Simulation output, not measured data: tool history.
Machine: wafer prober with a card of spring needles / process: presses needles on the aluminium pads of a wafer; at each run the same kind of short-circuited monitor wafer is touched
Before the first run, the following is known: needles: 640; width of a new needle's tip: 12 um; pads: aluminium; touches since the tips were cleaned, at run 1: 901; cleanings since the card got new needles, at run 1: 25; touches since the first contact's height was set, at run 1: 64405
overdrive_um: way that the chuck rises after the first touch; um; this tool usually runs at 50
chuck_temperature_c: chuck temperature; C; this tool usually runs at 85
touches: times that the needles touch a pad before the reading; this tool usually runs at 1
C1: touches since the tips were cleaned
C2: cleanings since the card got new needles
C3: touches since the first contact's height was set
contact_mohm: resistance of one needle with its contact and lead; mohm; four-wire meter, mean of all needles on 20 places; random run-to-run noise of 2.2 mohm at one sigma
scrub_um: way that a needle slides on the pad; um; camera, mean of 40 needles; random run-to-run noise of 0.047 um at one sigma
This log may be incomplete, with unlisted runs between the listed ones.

Run 1, hour 0.0: usual settings; C1 901; C2 25; C3 64405. Result: contact_mohm 262 mohm, scrub_um 8.59 um.
At hour 3.0: tips cleaned on abrasive film.
Run 2, hour 6.2: usual settings but chuck_temperature_c 76 C; C1 1566; C2 26; C3 67420. Result: contact_mohm 273 mohm, scrub_um 8.52 um.
At hour 7.6: tips cleaned on abrasive film.
At hour 12.4: tips cleaned on abrasive film.
Run 3, hour 12.4: usual settings but chuck_temperature_c 76 C; C1 0; C2 28; C3 70431. Result: contact_mohm 251 mohm, scrub_um 8.55 um.
At hour 17.2: tips cleaned on abrasive film.
Run 4, hour 17.8: usual settings but touches 2; C1 299; C2 29; C3 73056. Result: contact_mohm 253 mohm, scrub_um 8.49 um.
At hour 21.7: tips cleaned on abrasive film.
At hour 24.1: height of the first contact set anew.
At hour 26.5: tips cleaned on abrasive film.
Run 5, hour 27.1: usual settings but overdrive_um 33 um, touches 2; C1 308; C2 31; C3 1448. Result: contact_mohm 271 mohm, scrub_um 5.85 um.
At hour 31.5: tips cleaned on abrasive film.
Run 6, hour 35.5: usual settings but chuck_temperature_c 27 C; C1 1985; C2 32; C3 5548. Result: contact_mohm 265 mohm, scrub_um 8.87 um.
At hour 36.1: tips cleaned on abrasive film.
At hour 40.7: tips cleaned on abrasive film.
Run 7, hour 42.9: usual settings but chuck_temperature_c 27 C; C1 1088; C2 34; C3 9141. Result: contact_mohm 250 mohm, scrub_um 8.84 um.
At hour 45.4: tips cleaned on abrasive film.
Run 8, hour 49.1: usual settings but chuck_temperature_c 27 C; C1 1825; C2 35; C3 12175. Result: contact_mohm 263 mohm, scrub_um 8.79 um.
At hour 50.1: tips cleaned on abrasive film.
Run 9, hour 53.7: usual settings but overdrive_um 46 um; C1 1810; C2 36; C3 14406. Result: contact_mohm 291 mohm, scrub_um 8.21 um.
At hour 55.2: tips cleaned on abrasive film.
Run 10, hour 57.7: usual settings but chuck_temperature_c 67 C; C1 1267; C2 37; C3 16350. Result: contact_mohm 264 mohm, scrub_um 8.81 um.
At hour 59.6: tips cleaned on abrasive film.
Run 11, hour 63.3: usual settings but chuck_temperature_c 49 C; C1 1831; C2 38; C3 19085. Result: contact_mohm 268 mohm, scrub_um 8.77 um.
At hour 64.6: tips cleaned on abrasive film.
Run 12, hour 68.3: usual settings but overdrive_um 41 um, chuck_temperature_c 105 C; C1 1866; C2 39; C3 21527. Result: contact_mohm 302 mohm, scrub_um 7.14 um.
At hour 69.7: tips cleaned on abrasive film.
At hour 74.2: tips cleaned on abrasive film.
Run 13, hour 74.7: usual settings but touches 3; C1 243; C2 41; C3 24589. Result: contact_mohm 247 mohm, scrub_um 8.68 um.
At hour 78.9: tips cleaned on abrasive film.
Run 14, hour 81.4: usual settings but overdrive_um 55 um, chuck_temperature_c 31 C, touches 2; C1 1237; C2 42; C3 27905. Result: contact_mohm 245 mohm, scrub_um 9.61 um.
At hour 84.1: tips cleaned on abrasive film.
Run 15, hour 88.3: usual settings but overdrive_um 68 um, chuck_temperature_c 83 C; C1 2108; C2 43; C3 31277. Result: contact_mohm 256 mohm, scrub_um 11.92 um.
At hour 89.0: tips cleaned on abrasive film.
At hour 93.8: tips cleaned on abrasive film.
Run 16, hour 94.7: usual settings but overdrive_um 68 um, chuck_temperature_c 49 C, touches 2; C1 442; C2 45; C3 34369. Result: contact_mohm 235 mohm, scrub_um 11.93 um.
At hour 98.3: tips cleaned on abrasive film.
Run 17, hour 102.3: usual settings but overdrive_um 68 um, chuck_temperature_c 49 C, touches 2; C1 1985; C2 46; C3 38091. Result: contact_mohm 243 mohm, scrub_um 11.92 um.
At hour 103.2: tips cleaned on abrasive film.
At hour 108.0: tips cleaned on abrasive film.
Run 18, hour 109.6: usual settings but overdrive_um 62 um, chuck_temperature_c 119 C, touches 2; C1 771; C2 48; C3 41591. Result: contact_mohm 259 mohm, scrub_um 10.67 um.
At hour 112.7: tips cleaned on abrasive film.
At hour 117.3: tips cleaned on abrasive film.
Run 19, hour 118.5: usual settings but overdrive_um 62 um, chuck_temperature_c 119 C, touches 2; C1 633; C2 50; C3 45959. Result: contact_mohm 256 mohm, scrub_um 10.81 um.

What if the next run were any one of these 4? Each begins from the tool's condition after run 19:
At hour 121.8: tips cleaned on abrasive film.
At hour 126.6: tips cleaned on abrasive film.
Run A, hour 128.0: usual settings but overdrive_um 30 um, chuck_temperature_c 119 C, touches 2; C1 671; C2 52; C3 50562. Result: contact_mohm ?, scrub_um ?.
At hour 121.8: tips cleaned on abrasive film.
At hour 126.6: tips cleaned on abrasive film.
Run B, hour 128.0: usual settings but overdrive_um 42 um, chuck_temperature_c 60 C, touches 2; C1 671; C2 52; C3 50562. Result: contact_mohm ?, scrub_um ?.
At hour 121.8: tips cleaned on abrasive film.
At hour 126.6: tips cleaned on abrasive film.
Run C, hour 128.0: usual settings but overdrive_um 56 um, chuck_temperature_c 53 C, touches 2; C1 671; C2 52; C3 50562. Result: contact_mohm ?, scrub_um ?.
At hour 121.8: tips cleaned on abrasive film.
At hour 126.6: tips cleaned on abrasive film.
Run D, hour 128.0: usual settings but overdrive_um 62 um, chuck_temperature_c 35 C, touches 2; C1 671; C2 52; C3 50562. Result: contact_mohm ?, scrub_um ?.

run  contact_mohm  scrub_um
  A           304      4.98
  B           261      7.08
  C           242      9.59
  D           233     10.73
What these runs would have given with no unlogged condition in the tool:
run  contact_mohm  scrub_um
  A           272      5.31
  B           243      7.41
  C           231      9.92
  D           223     11.05
